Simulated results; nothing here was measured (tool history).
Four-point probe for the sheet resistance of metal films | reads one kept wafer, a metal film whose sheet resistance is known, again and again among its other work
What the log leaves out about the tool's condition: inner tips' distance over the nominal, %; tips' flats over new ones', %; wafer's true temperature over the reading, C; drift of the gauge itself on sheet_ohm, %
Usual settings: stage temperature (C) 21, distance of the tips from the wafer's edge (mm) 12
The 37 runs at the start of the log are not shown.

| run | hour | stage temperature (C) | distance of the tips from the wafer's edge (mm) | touches since the probe head was changed | hours of work since the stage's thermometer was calibrated | sheet resistance as the instrument gives it (ohm/square) |
|---|---|---|---|---|---|---|
| 38 | 554.6 | 20 | 22 | 43078 | 589 | 0.045358 |
| 39 | 571.4 | 20 | 22 | 43750 | 598 | 0.045359 |
| 40 | 581.3 | 20 | 22 | 44141 | 602 | 0.045378 |
| 41 | 595.7 | 20 | 29 | 44717 | 609 | 0.045345 |
| 42 | 616.4 | 20 | 29 | 45538 | 619 | 0.045353 |
| 43 | 629.8 | 30 | 9 | 46073 | 626 | 0.045246 |
| 44 | 650.5 | 31 | 3 | 46899 | 636 | 0.047455 |
| 45 | 664.7 | 25 | 69 | 47461 | 642 | 0.045139 |
| 46 | 683.5 | 25 | 69 | 48212 | 652 | 0.045155 |

Here are 3 independent what-if runs from the current tool condition. What would each one return?
| A | 694.3 | 25 | 30 | 48640 | 657 | ? |
| B | 694.3 | 20 | 69 | 48640 | 657 | ? |
| C | 694.3 | 25 | 7 | 48640 | 657 | ? |

| run | sheet resistance as the instrument gives it (ohm/square) |
|---|---|
| A | 0.045155 |
| B | 0.045307 |
| C | 0.045584 |
Take away the tool's hidden state, keep each run's random variation, and the runs would have read:
| run | sheet resistance as the instrument gives it (ohm/square) |
|---|---|
| A | 0.045155 |
| B | 0.045306 |
| C | 0.045584 |

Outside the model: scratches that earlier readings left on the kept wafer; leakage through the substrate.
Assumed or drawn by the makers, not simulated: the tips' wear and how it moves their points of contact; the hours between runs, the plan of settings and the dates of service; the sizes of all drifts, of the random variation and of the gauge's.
